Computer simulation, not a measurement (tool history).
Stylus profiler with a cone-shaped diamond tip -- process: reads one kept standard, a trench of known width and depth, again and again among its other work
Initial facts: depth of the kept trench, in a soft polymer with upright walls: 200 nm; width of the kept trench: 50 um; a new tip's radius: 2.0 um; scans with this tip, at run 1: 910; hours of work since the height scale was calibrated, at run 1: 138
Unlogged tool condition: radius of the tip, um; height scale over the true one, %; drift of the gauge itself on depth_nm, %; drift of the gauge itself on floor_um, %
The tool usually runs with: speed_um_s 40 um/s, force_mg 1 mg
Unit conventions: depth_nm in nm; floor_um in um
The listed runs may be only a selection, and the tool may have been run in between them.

run,hour,speed_um_s,force_mg,scans with this tip,hours of work since the height scale was calibrated,depth_nm,floor_um
1,0,40,1,910,138,201.11,47.93
2,25.5,40,1.72,993,151,201.57,48.05
3,54.9,40,1.72,1088,166,201.58,48
4,92.9,40,1,1212,184,201.16,47.96
5,118.6,40,1,1295,197,201.04,47.97
6,142.8,16,1,1374,209,201.03,48.09
7,170.7,40,1,1464,223,201.14,48.03
8,192.6,40,1,1536,234,201.15,47.95
9,225.9,12,1,1644,250,201.21,48.08
10,255.5,12,1,1740,265,201.16,48.09
11,277.2,47,1,1811,276,201.16,47.88
12,315.9,40,1,1936,295,201.19,47.98
13,333.4,40,1,1993,303,201.32,47.93
14,360.2,21,0.5,2080,316,200.83,48.04
15,383.2,17,0.47,2155,328,200.75,47.98
16,423,17,0.47,2284,348,200.67,48.01
17,446.4,17,0.47,2360,359,200.73,48
18,483.9,49,0.36,2482,378,200.63,47.7
19,502.7,104,0.43,2543,387,200.77,47.3
20,536.9,67,0.43,2654,404,200.83,47.55
21,558.4,39,3,2724,414,202.48,47.96
22,584.2,24,3,2807,427,202.41,47.99
23,621.9,65,2.14,2930,446,202.03,47.83
24,647.5,13,2.55,3013,459,202.05,48.02
25,685.2,12,0.9,3136,477,201.2,48
26,711,60,0.33,3219,490,200.92,47.51

Forecast each of these 3 alternatives for the next run:
A,747.9,60,0.6,3339,508,?,?
B,747.9,66,0.41,3339,508,?,?
C,747.9,141,1.96,3339,508,?,?

run,depth_nm,floor_um
A,201.07,47.62
B,200.94,47.46
C,201.86,47.55
Had the tool no hidden state, the same runs would have come out as:
run,depth_nm,floor_um
A,200.78,47.83
B,200.65,47.66
C,201.57,47.75

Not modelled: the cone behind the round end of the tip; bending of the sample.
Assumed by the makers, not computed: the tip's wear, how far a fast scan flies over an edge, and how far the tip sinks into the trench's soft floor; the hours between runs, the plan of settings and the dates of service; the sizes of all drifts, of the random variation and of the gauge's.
